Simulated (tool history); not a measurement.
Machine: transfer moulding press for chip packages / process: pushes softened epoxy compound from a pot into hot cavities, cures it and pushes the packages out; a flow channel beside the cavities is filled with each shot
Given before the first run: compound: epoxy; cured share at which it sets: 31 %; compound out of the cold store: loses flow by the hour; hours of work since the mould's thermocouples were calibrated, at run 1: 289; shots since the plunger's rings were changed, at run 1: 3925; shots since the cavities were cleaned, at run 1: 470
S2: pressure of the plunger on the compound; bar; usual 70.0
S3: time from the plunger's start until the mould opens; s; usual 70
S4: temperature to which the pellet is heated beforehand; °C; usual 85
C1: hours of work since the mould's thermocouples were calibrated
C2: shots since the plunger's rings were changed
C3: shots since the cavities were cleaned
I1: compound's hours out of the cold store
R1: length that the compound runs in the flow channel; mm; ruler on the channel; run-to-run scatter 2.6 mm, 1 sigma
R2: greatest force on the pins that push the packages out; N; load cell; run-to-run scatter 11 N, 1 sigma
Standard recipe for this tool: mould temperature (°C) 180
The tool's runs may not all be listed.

{"run": 1, "hour": 0.0, "mould temperature (°C)": 180, "S2": 70.0, "S3": 70, "S4": 85, "C1": 289, "C2": 3925, "C3": 470, "I1": 10.0, "R1": 917, "R2": 513}
{"hour": 16.0, "done": "cavities cleaned with cleaning compound and waxed"}
{"run": 2, "hour": 35.0, "mould temperature (°C)": 180, "S2": 70.0, "S3": 70, "S4": 85, "C1": 313, "C2": 4554, "C3": 357, "I1": 20.3, "R1": 863, "R2": 498}
{"hour": 55.9, "done": "cavities cleaned with cleaning compound and waxed"}
{"run": 3, "hour": 72.6, "mould temperature (°C)": 180, "S2": 70.0, "S3": 91, "S4": 85, "C1": 340, "C2": 5233, "C3": 314, "I1": 37.8, "R1": 773, "R2": 401}
{"hour": 98.2, "done": "cavities cleaned with cleaning compound and waxed"}
{"run": 4, "hour": 112.5, "mould temperature (°C)": 180, "S2": 70.0, "S3": 70, "S4": 85, "C1": 368, "C2": 5956, "C3": 270, "I1": 38.1, "R1": 769, "R2": 475}
{"hour": 138.7, "done": "cavities cleaned with cleaning compound and waxed"}
{"hour": 149.8, "done": "plunger's sealing rings changed"}
{"run": 5, "hour": 167.6, "mould temperature (°C)": 180, "S2": 70.0, "S3": 70, "S4": 85, "C1": 405, "C2": 334, "C3": 496, "I1": 47.9, "R1": 726, "R2": 484}
{"hour": 183.3, "done": "cavities cleaned with cleaning compound and waxed"}
{"run": 6, "hour": 216.9, "mould temperature (°C)": 180, "S2": 70.0, "S3": 70, "S4": 85, "C1": 440, "C2": 1233, "C3": 631, "I1": 31.4, "R1": 805, "R2": 476}
{"hour": 223.4, "done": "cavities cleaned with cleaning compound and waxed"}
{"hour": 264.5, "done": "cavities cleaned with cleaning compound and waxed"}
{"run": 7, "hour": 264.9, "mould temperature (°C)": 180, "S2": 70.0, "S3": 76, "S4": 85, "C1": 473, "C2": 2079, "C3": 7, "I1": 47.7, "R1": 729, "R2": 444}
{"run": 8, "hour": 294.0, "mould temperature (°C)": 180, "S2": 70.0, "S3": 76, "S4": 85, "C1": 494, "C2": 2627, "C3": 555, "I1": 46.8, "R1": 733, "R2": 435}
{"hour": 305.5, "done": "cavities cleaned with cleaning compound and waxed"}
{"hour": 346.2, "done": "cavities cleaned with cleaning compound and waxed"}
{"run": 9, "hour": 347.9, "mould temperature (°C)": 180, "S2": 70.0, "S3": 76, "S4": 85, "C1": 532, "C2": 3584, "C3": 32, "I1": 33.1, "R1": 794, "R2": 457}
{"hour": 384.7, "done": "cavities cleaned with cleaning compound and waxed"}
{"run": 10, "hour": 389.3, "mould temperature (°C)": 180, "S2": 70.0, "S3": 76, "S4": 85, "C1": 561, "C2": 4334, "C3": 86, "I1": 45.1, "R1": 740, "R2": 447}
{"hour": 426.9, "done": "cavities cleaned with cleaning compound and waxed"}
{"run": 11, "hour": 432.0, "mould temperature (°C)": 180, "S2": 70.0, "S3": 70, "S4": 85, "C1": 591, "C2": 5110, "C3": 97, "I1": 42.1, "R1": 756, "R2": 479}
{"hour": 466.3, "done": "cavities cleaned with cleaning compound and waxed"}
{"run": 12, "hour": 474.2, "mould temperature (°C)": 180, "S2": 70.0, "S3": 70, "S4": 85, "C1": 621, "C2": 5875, "C3": 149, "I1": 27.2, "R1": 829, "R2": 491}
{"hour": 492.3, "done": "mould's thermocouples calibrated"}
{"hour": 507.4, "done": "cavities cleaned with cleaning compound and waxed"}
{"run": 13, "hour": 507.5, "mould temperature (°C)": 180, "S2": 57.6, "S3": 70, "S4": 86, "C1": 10, "C2": 6436, "C3": 3, "I1": 18.8, "R1": 784, "R2": 506}
{"hour": 518.0, "done": "plunger's sealing rings changed"}
{"hour": 550.3, "done": "cavities cleaned with cleaning compound and waxed"}
{"run": 14, "hour": 560.7, "mould temperature (°C)": 172, "S2": 70.0, "S3": 52, "S4": 85, "C1": 46, "C2": 775, "C3": 195, "I1": 33.3, "R1": 807, "R2": 1435}
{"hour": 589.9, "done": "cavities cleaned with cleaning compound and waxed"}
{"run": 15, "hour": 618.8, "mould temperature (°C)": 172, "S2": 70.0, "S3": 52, "S4": 85, "C1": 87, "C2": 1840, "C3": 544, "I1": 39.1, "R1": 782, "R2": 1353}
{"hour": 630.7, "done": "cavities cleaned with cleaning compound and waxed"}
{"hour": 672.0, "done": "cavities cleaned with cleaning compound and waxed"}
{"run": 16, "hour": 686.5, "mould temperature (°C)": 180, "S2": 70.0, "S3": 85, "S4": 85, "C1": 135, "C2": 3057, "C3": 273, "I1": 32.1, "R1": 800, "R2": 424}
{"hour": 710.4, "done": "cavities cleaned with cleaning compound and waxed"}
{"hour": 752.2, "done": "cavities cleaned with cleaning compound and waxed"}
{"run": 17, "hour": 758.3, "mould temperature (°C)": 180, "S2": 70.0, "S3": 85, "S4": 85, "C1": 185, "C2": 4351, "C3": 115, "I1": 15.6, "R1": 887, "R2": 411}
{"hour": 791.1, "done": "cavities cleaned with cleaning compound and waxed"}
{"run": 18, "hour": 795.7, "mould temperature (°C)": 183, "S2": 70.0, "S3": 52, "S4": 85, "C1": 211, "C2": 5025, "C3": 86, "I1": 36.7, "R1": 777, "R2": 724}
{"hour": 830.2, "done": "cavities cleaned with cleaning compound and waxed"}
{"run": 19, "hour": 846.7, "mould temperature (°C)": 175, "S2": 70.0, "S3": 58, "S4": 76, "C1": 247, "C2": 5957, "C3": 310, "I1": 12.2, "R1": 912, "R2": 1135}
{"hour": 869.8, "done": "cavities cleaned with cleaning compound and waxed"}
{"hour": 880.7, "done": "plunger's sealing rings changed"}
{"hour": 915.4, "done": "cavities cleaned with cleaning compound and waxed"}
{"run": 20, "hour": 922.6, "mould temperature (°C)": 179, "S2": 61.4, "S3": 70, "S4": 94, "C1": 299, "C2": 761, "C3": 136, "I1": 9.3, "R1": 866, "R2": 499}
{"hour": 953.8, "done": "cavities cleaned with cleaning compound and waxed"}
{"run": 21, "hour": 984.9, "mould temperature (°C)": 180, "S2": 61.8, "S3": 110, "S4": 85, "C1": 343, "C2": 1903, "C3": 583, "I1": 38.2, "R1": 726, "R2": 400}
{"hour": 993.3, "done": "cavities cleaned with cleaning compound and waxed"}
{"hour": 1033.2, "done": "cavities cleaned with cleaning compound and waxed"}
{"run": 22, "hour": 1046.2, "mould temperature (°C)": 180, "S2": 61.8, "S3": 110, "S4": 85, "C1": 386, "C2": 3000, "C3": 244, "I1": 15.2, "R1": 834, "R2": 398}
{"hour": 1073.6, "done": "cavities cleaned with cleaning compound and waxed"}
{"run": 23, "hour": 1107.0, "mould temperature (°C)": 172, "S2": 80.5, "S3": 73, "S4": 85, "C1": 429, "C2": 4116, "C3": 628, "I1": 37.7, "R1": 846, "R2": 677}
{"hour": 1117.3, "done": "cavities cleaned with cleaning compound and waxed"}
{"hour": 1157.0, "done": "cavities cleaned with cleaning compound and waxed"}
{"run": 24, "hour": 1177.2, "mould temperature (°C)": 172, "S2": 80.5, "S3": 73, "S4": 85, "C1": 478, "C2": 5379, "C3": 379, "I1": 32.2, "R1": 871, "R2": 688}

Below are 3 alternative next runs, each starting from the tool's condition after run 24. Predict each:
{"hour": 1195.4, "done": "cavities cleaned with cleaning compound and waxed"}
{"run": "A", "hour": 1213.9, "mould temperature (°C)": 180, "S2": 70.0, "S3": 70, "S4": 83, "C1": 504, "C2": 6041, "C3": 347, "I1": 29.6, "R1": "?", "R2": "?"}
{"hour": 1195.4, "done": "cavities cleaned with cleaning compound and waxed"}
{"run": "B", "hour": 1213.9, "mould temperature (°C)": 183, "S2": 82.2, "S3": 73, "S4": 92, "C1": 504, "C2": 6041, "C3": 347, "I1": 36.2, "R1": "?", "R2": "?"}
{"hour": 1195.4, "done": "cavities cleaned with cleaning compound and waxed"}
{"run": "C", "hour": 1213.9, "mould temperature (°C)": 180, "S2": 71.4, "S3": 102, "S4": 89, "C1": 504, "C2": 6041, "C3": 347, "I1": 8.3, "R1": "?", "R2": "?"}

run=A R1=814 R2=483
run=B R1=840 R2=419
run=C R1=940 R2=402
The same runs, with their run-to-run variation unchanged, on a tool lacking any hidden condition would have given:
run=A R1=815 R2=481
run=B R1=840 R2=417
run=C R1=940 R2=400

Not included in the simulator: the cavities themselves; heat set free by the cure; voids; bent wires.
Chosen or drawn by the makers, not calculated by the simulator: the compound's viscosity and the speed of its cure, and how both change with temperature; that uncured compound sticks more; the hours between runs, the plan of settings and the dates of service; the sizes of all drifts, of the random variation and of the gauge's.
